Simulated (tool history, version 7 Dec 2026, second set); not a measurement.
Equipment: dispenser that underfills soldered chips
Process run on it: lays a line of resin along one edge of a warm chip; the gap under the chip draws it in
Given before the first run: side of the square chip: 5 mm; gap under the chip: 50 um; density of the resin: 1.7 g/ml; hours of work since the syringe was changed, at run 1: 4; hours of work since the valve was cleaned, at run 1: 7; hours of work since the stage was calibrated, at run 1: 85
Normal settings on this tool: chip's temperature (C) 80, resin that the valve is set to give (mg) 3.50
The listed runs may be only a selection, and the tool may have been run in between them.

run	hour	chip's temperature (C)	resin that the valve is set to give (mg)	hours of work since the syringe was changed	hours of work since the valve was cleaned	hours of work since the stage was calibrated	time until the resin shows at the far edge (s)	resin that the valve gave (mg)
1	0.0	80	3.50	4	7	85	12.5	3.45
# hour 5.2: new syringe of resin
2	7.5	90	3.50	2	13	91	7.1	3.45
# hour 15.4: new syringe of resin
3	17.2	73	3.50	1	20	98	13.7	3.46
4	23.5	80	3.70	6	24	102	14.9	3.65
# hour 25.6: new syringe of resin
5	31.4	80	3.70	4	30	108	12.6	3.59
# hour 35.7: new syringe of resin
6	40.3	87	3.50	3	36	114	8.9	3.41
# hour 46.0: new syringe of resin
7	48.7	87	3.50	2	42	120	7.6	3.42
# hour 56.8: new syringe of resin
8	56.8	87	3.50	0	48	126	6.6	3.41
# hour 66.9: new syringe of resin
9	69.2	87	3.50	2	57	135	7.5	3.34
# hour 73.7: dispensing valve cleaned and set on the balance
# hour 77.8: new syringe of resin
10	82.4	87	3.50	3	6	143	8.9	3.50
# hour 88.2: new syringe of resin
11	96.9	81	3.12	6	17	154	14.5	3.06
# hour 98.3: new syringe of resin
12	106.9	86	3.21	6	24	161	11.0	3.12
# hour 109.0: new syringe of resin
13	115.3	80	3.70	5	30	167	12.6	3.58
# hour 119.0: new syringe of resin
14	121.7	79	3.70	2	34	171	11.4	3.59
# hour 129.2: new syringe of resin
15	136.2	88	3.89	5	45	182	8.6	3.69
# hour 139.1: new syringe of resin
# hour 149.5: new syringe of resin
16	149.5	88	3.89	0	54	191	6.2	3.70
# hour 157.3: dispensing valve cleaned and set on the balance
17	158.6	71	3.28	6	1	197	21.9	3.28
# hour 161.2: new syringe of resin
# hour 171.0: new syringe of resin
18	172.0	71	3.28	1	10	206	15.1	3.25
# hour 180.8: new syringe of resin
19	182.5	71	3.28	1	18	214	14.8	3.21
# hour 191.1: new syringe of resin
20	196.8	87	3.28	4	28	224	9.3	3.18

Run by run, hidden condition taken away, random variation retained:
Unlogged tool condition in this case: resin's viscosity, % of fresh resin's; dose that the valve gives, % of what is set; true chip temperature over the reading, C; drift of the gauge itself on fill_s, %; drift of the gauge itself on given_mg, %.
run	time until the resin shows at the far edge (s)	resin that the valve gave (mg)
1	9.3	3.47
2	6.3	3.48
3	12.5	3.52
4	9.7	3.72
5	9.1	3.68
6	7.0	3.51
7	6.5	3.54
8	6.6	3.55
9	6.4	3.50
10	7.0	3.52
11	9.0	3.11
12	6.8	3.18
13	9.0	3.67
14	10.0	3.69
15	5.6	3.84
16	6.3	3.88
17	14.3	3.28
18	14.7	3.28
19	13.7	3.25
20	6.8	3.25
